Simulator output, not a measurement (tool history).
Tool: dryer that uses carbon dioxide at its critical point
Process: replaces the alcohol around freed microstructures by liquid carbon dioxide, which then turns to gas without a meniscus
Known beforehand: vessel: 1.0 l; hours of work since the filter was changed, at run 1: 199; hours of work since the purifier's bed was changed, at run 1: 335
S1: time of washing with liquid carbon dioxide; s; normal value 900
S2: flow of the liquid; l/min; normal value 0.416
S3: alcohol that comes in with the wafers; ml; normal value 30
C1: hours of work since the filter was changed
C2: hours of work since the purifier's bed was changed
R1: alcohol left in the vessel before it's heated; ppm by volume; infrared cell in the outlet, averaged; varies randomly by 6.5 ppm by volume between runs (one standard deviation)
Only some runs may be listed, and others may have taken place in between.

Run 1, hour 0.0: usual settings; C1 199; C2 335. Result: R1 463 ppm by volume.
Run 2, hour 14.4: usual settings but S2 0.486 l/min; C1 208; C2 344. Result: R1 275 ppm by volume.
Run 3, hour 24.4: usual settings but S2 0.486 l/min; C1 214; C2 350. Result: R1 287 ppm by volume.
Run 4, hour 35.9: usual settings but S2 0.486 l/min; C1 221; C2 357. Result: R1 289 ppm by volume.
Run 5, hour 45.0: usual settings but S2 0.486 l/min; C1 226; C2 363. Result: R1 288 ppm by volume.
Run 6, hour 55.2: usual settings but S2 0.337 l/min; C1 232; C2 369. Result: R1 961 ppm by volume.
Run 7, hour 62.9: usual settings; C1 237; C2 373. Result: R1 505 ppm by volume.
Run 8, hour 76.2: usual settings but S3 35 ml; C1 245; C2 381. Result: R1 584 ppm by volume.
Run 9, hour 90.4: usual settings but S3 35 ml; C1 253; C2 390. Result: R1 578 ppm by volume.
Run 10, hour 101.7: usual settings but S2 0.299 l/min, S3 39 ml; C1 260; C2 397. Result: R1 1850 ppm by volume.
Run 11, hour 112.6: usual settings but S1 1260 s, S2 0.503 l/min, S3 49 ml; C1 267; C2 403. Result: R1 136 ppm by volume.
Run 12, hour 118.9: usual settings but S1 660 s, S2 0.624 l/min; C1 270; C2 407. Result: R1 403 ppm by volume.
Run 13, hour 129.0: usual settings but S2 0.275 l/min, S3 74 ml; C1 276; C2 413. Result: R1 4396 ppm by volume.

Predict each of these 4 candidate next runs independently; none follows another, all start after run 13:
Run A, hour 139.1: usual settings but S1 660 s, S2 0.367 l/min; C1 283; C2 419. Result: R1 ?.
Run B, hour 139.1: usual settings but S1 780 s, S2 0.275 l/min, S3 74 ml; C1 283; C2 419. Result: R1 ?.
Run C, hour 139.1: usual settings but S2 0.275 l/min, S3 74 ml; C1 283; C2 419. Result: R1 ?.
Run D, hour 139.1: usual settings but S1 1440 s, S2 0.294 l/min, S3 91 ml; C1 283; C2 419. Result: R1 ?.

run    R1
  A  2047
  B  6454
  C  4339
  D   807
What these runs would have given with no unlogged condition in the tool:
run    R1
  A  1419
  B  4772
  C  3050
  D   405
